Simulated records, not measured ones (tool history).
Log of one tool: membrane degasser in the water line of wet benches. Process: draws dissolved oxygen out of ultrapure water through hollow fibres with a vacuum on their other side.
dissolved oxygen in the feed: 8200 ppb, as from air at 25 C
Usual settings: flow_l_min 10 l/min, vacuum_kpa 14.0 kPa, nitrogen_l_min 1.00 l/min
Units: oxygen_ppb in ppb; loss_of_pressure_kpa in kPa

run,hour,flow_l_min,vacuum_kpa,nitrogen_l_min,oxygen_ppb,loss_of_pressure_kpa
1,0.0,10,14.0,1.00,349.0,32.34
2,208.2,10,14.0,1.00,351.9,32.21
3,430.9,10,14.0,1.00,352.9,32.35
4,591.1,10,14.0,1.00,350.1,31.96
5,745.9,10,16.6,1.00,400.1,31.67
6,869.8,10,14.0,1.00,354.4,32.30
7,1013.6,10,14.0,1.00,351.2,31.95
8,1113.4,10,14.0,1.00,355.6,31.82
9,1286.2,10,14.0,1.00,354.4,32.31
10,1440.9,10,14.0,1.00,353.4,32.02
11,1647.8,10,14.0,1.00,348.5,32.06
12,1804.1,10,11.8,1.00,301.4,31.87
13,1922.7,10,11.8,1.00,303.8,31.72
14,2134.7,10,11.8,0.78,347.9,31.91
15,2244.4,12,16.6,0.49,828.7,37.81
16,2398.6,12,16.6,0.49,812.0,37.90
17,2518.5,10,34.0,1.77,510.4,31.48
18,2735.0,8,14.0,2.01,156.4,25.11
19,2897.3,8,14.0,2.01,157.7,25.90
20,3065.2,8,14.0,2.01,157.0,25.75
21,3280.3,11,29.2,0.74,940.4,35.56
22,3500.9,11,32.5,0.74,1011.5,35.43
23,3721.8,11,32.5,1.27,701.1,35.28
24,3827.4,11,32.5,1.27,682.3,35.10
25,3994.3,11,32.5,1.27,695.2,35.07
26,4200.2,6,20.0,1.51,178.0,19.26
27,4367.8,12,23.6,2.24,429.8,38.66
28,4502.3,8,18.9,0.46,635.5,25.35

Taken out of this log: 3 entries between the listed runs. Where each belongs, and how the hidden state differs across it:
Between runs 3 and 4: seals of the vacuum lines changed (hour 451.2)
  air that leaks in behind the membrane, l/min: 0.0022 -> 0.002; drift of the gauge itself on loss_of_pressure_kpa, %: -0.45 -> -0.61
  measured less the result without the state, loss_of_pressure_kpa: -0.13 -> -0.18 kPa
Between runs 8 and 9: vacuum gauge calibrated (hour 1262.1)
  drift of the gauge itself on loss_of_pressure_kpa, %: -1.15 -> -1.33
  measured less the result without the state, loss_of_pressure_kpa: -0.36 -> -0.42 kPa
Between runs 18 and 19: gauge calibrated (hour 2808.9)
  drift of the gauge itself on loss_of_pressure_kpa, %: -2.83 -> -0.09
  measured less the result without the state, loss_of_pressure_kpa: -0.71 -> -0.01 kPa
